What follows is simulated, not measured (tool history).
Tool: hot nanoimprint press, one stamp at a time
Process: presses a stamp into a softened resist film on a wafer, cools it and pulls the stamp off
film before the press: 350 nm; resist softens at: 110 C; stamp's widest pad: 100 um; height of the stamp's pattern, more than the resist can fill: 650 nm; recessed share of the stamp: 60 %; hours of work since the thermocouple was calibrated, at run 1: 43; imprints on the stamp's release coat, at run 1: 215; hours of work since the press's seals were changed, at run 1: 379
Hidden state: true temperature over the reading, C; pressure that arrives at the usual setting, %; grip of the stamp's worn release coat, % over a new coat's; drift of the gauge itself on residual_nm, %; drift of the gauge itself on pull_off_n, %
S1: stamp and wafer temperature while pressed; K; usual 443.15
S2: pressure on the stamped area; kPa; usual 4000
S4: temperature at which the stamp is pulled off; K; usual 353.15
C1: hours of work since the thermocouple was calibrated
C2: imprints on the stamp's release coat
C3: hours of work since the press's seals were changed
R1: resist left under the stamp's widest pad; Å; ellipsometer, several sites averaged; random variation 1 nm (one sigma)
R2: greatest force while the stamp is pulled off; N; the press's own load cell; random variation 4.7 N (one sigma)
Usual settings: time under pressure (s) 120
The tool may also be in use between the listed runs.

{"run": 1, "hour": 0.0, "S1": 443.15, "S2": 4000, "time under pressure (s)": 120, "S4": 353.15, "C1": 43, "C2": 215, "C3": 379, "R1": 1504, "R2": 230}
{"run": 2, "hour": 57.2, "S1": 443.15, "S2": 4000, "time under pressure (s)": 120, "S4": 353.15, "C1": 79, "C2": 399, "C3": 416, "R1": 1497, "R2": 233}
{"run": 3, "hour": 88.4, "S1": 443.15, "S2": 4000, "time under pressure (s)": 120, "S4": 353.15, "C1": 99, "C2": 500, "C3": 436, "R1": 1485, "R2": 242}
{"run": 4, "hour": 131.9, "S1": 443.15, "S2": 4000, "time under pressure (s)": 120, "S4": 353.15, "C1": 127, "C2": 641, "C3": 464, "R1": 1475, "R2": 252}
{"run": 5, "hour": 159.3, "S1": 443.15, "S2": 4000, "time under pressure (s)": 120, "S4": 353.15, "C1": 144, "C2": 729, "C3": 481, "R1": 1469, "R2": 252}
{"run": 6, "hour": 212.3, "S1": 443.15, "S2": 4000, "time under pressure (s)": 120, "S4": 353.15, "C1": 178, "C2": 900, "C3": 515, "R1": 1477, "R2": 253}
{"run": 7, "hour": 237.7, "S1": 443.15, "S2": 4000, "time under pressure (s)": 120, "S4": 353.15, "C1": 195, "C2": 982, "C3": 532, "R1": 1470, "R2": 260}
{"run": 8, "hour": 271.4, "S1": 443.15, "S2": 4000, "time under pressure (s)": 120, "S4": 353.15, "C1": 216, "C2": 1091, "C3": 553, "R1": 1453, "R2": 259}
{"run": 9, "hour": 309.2, "S1": 443.15, "S2": 4000, "time under pressure (s)": 120, "S4": 353.15, "C1": 240, "C2": 1213, "C3": 577, "R1": 1472, "R2": 262}
{"run": 10, "hour": 347.2, "S1": 443.15, "S2": 4000, "time under pressure (s)": 120, "S4": 340.15, "C1": 265, "C2": 1336, "C3": 602, "R1": 1451, "R2": 288}
{"run": 11, "hour": 379.4, "S1": 443.15, "S2": 6250, "time under pressure (s)": 120, "S4": 340.15, "C1": 285, "C2": 1440, "C3": 622, "R1": 1137, "R2": 299}
{"run": 12, "hour": 406.7, "S1": 443.15, "S2": 6250, "time under pressure (s)": 120, "S4": 340.15, "C1": 303, "C2": 1528, "C3": 640, "R1": 1109, "R2": 290}
{"hour": 420.6, "done": "stamp cleaned and given a new release coat"}
{"run": 13, "hour": 448.4, "S1": 443.15, "S2": 6250, "time under pressure (s)": 120, "S4": 340.15, "C1": 326, "C2": 90, "C3": 663, "R1": 1139, "R2": 253}
{"hour": 463.4, "done": "press's hydraulic seals changed and the load cell set to zero"}
{"run": 14, "hour": 500.1, "S1": 443.15, "S2": 4000, "time under pressure (s)": 120, "S4": 353.15, "C1": 354, "C2": 231, "C3": 23, "R1": 1422, "R2": 236}
{"run": 15, "hour": 538.4, "S1": 443.15, "S2": 4000, "time under pressure (s)": 120, "S4": 353.15, "C1": 378, "C2": 355, "C3": 48, "R1": 1386, "R2": 248}
{"hour": 570.7, "done": "plate thermocouple calibrated"}
{"run": 16, "hour": 586.5, "S1": 443.15, "S2": 4000, "time under pressure (s)": 120, "S4": 353.15, "C1": 10, "C2": 501, "C3": 77, "R1": 1324, "R2": 240}
{"run": 17, "hour": 631.7, "S1": 455.15, "S2": 4000, "time under pressure (s)": 71, "S4": 353.15, "C1": 39, "C2": 646, "C3": 106, "R1": 889, "R2": 238}
{"run": 18, "hour": 671.0, "S1": 455.15, "S2": 4000, "time under pressure (s)": 71, "S4": 353.15, "C1": 64, "C2": 773, "C3": 131, "R1": 878, "R2": 256}
{"run": 19, "hour": 703.2, "S1": 455.15, "S2": 2710, "time under pressure (s)": 123, "S4": 353.15, "C1": 85, "C2": 877, "C3": 152, "R1": 941, "R2": 244}
{"run": 20, "hour": 735.5, "S1": 441.15, "S2": 3290, "time under pressure (s)": 83, "S4": 360.15, "C1": 105, "C2": 982, "C3": 172, "R1": 1815, "R2": 240}
{"run": 21, "hour": 766.5, "S1": 455.15, "S2": 6190, "time under pressure (s)": 68, "S4": 354.15, "C1": 125, "C2": 1082, "C3": 192, "R1": 688, "R2": 258}
{"run": 22, "hour": 810.6, "S1": 455.15, "S2": 6190, "time under pressure (s)": 68, "S4": 354.15, "C1": 154, "C2": 1224, "C3": 220, "R1": 696, "R2": 259}
{"run": 23, "hour": 847.8, "S1": 443.15, "S2": 2670, "time under pressure (s)": 182, "S4": 341.15, "C1": 177, "C2": 1344, "C3": 244, "R1": 1434, "R2": 287}
{"run": 24, "hour": 901.9, "S1": 443.15, "S2": 3790, "time under pressure (s)": 182, "S4": 342.15, "C1": 212, "C2": 1519, "C3": 279, "R1": 1158, "R2": 294}
{"hour": 913.7, "done": "plate thermocouple calibrated, once more"}
{"hour": 924.3, "done": "stamp cleaned and given a new release coat"}
{"run": 25, "hour": 967.2, "S1": 453.15, "S2": 4810, "time under pressure (s)": 98, "S4": 361.15, "C1": 30, "C2": 139, "C3": 315, "R1": 868, "R2": 223}
{"run": 26, "hour": 996.2, "S1": 455.15, "S2": 4000, "time under pressure (s)": 120, "S4": 353.15, "C1": 49, "C2": 232, "C3": 333, "R1": 814, "R2": 236}
{"run": 27, "hour": 1038.2, "S1": 455.15, "S2": 6130, "time under pressure (s)": 93, "S4": 353.15, "C1": 76, "C2": 368, "C3": 360, "R1": 691, "R2": 238}
{"run": 28, "hour": 1071.8, "S1": 445.15, "S2": 4000, "time under pressure (s)": 120, "S4": 353.15, "C1": 97, "C2": 476, "C3": 382, "R1": 1321, "R2": 238}
{"run": 29, "hour": 1099.4, "S1": 432.15, "S2": 3030, "time under pressure (s)": 94, "S4": 350.15, "C1": 115, "C2": 565, "C3": 399, "R1": 2826, "R2": 259}
{"run": 30, "hour": 1130.1, "S1": 440.15, "S2": 2800, "time under pressure (s)": 195, "S4": 357.15, "C1": 135, "C2": 664, "C3": 419, "R1": 1765, "R2": 239}
{"run": 31, "hour": 1180.4, "S1": 443.15, "S2": 5120, "time under pressure (s)": 120, "S4": 353.15, "C1": 167, "C2": 827, "C3": 451, "R1": 1247, "R2": 253}

Forecast each of these 3 alternatives for the next run:
{"run": "A", "hour": 1228.1, "S1": 449.15, "S2": 4000, "time under pressure (s)": 88, "S4": 339.15, "C1": 197, "C2": 981, "C3": 482, "R1": "?", "R2": "?"}
{"run": "B", "hour": 1228.1, "S1": 450.15, "S2": 4000, "time under pressure (s)": 69, "S4": 356.15, "C1": 197, "C2": 981, "C3": 482, "R1": "?", "R2": "?"}
{"run": "C", "hour": 1228.1, "S1": 443.15, "S2": 5630, "time under pressure (s)": 101, "S4": 342.15, "C1": 197, "C2": 981, "C3": 482, "R1": "?", "R2": "?"}

run=A R1=1188 R2=285
run=B R1=1223 R2=251
run=C R1=1252 R2=275
Without the tool's hidden state the same runs would have given:
run=A R1=1224 R2=258
run=B R1=1260 R2=227
run=C R1=1288 R2=249
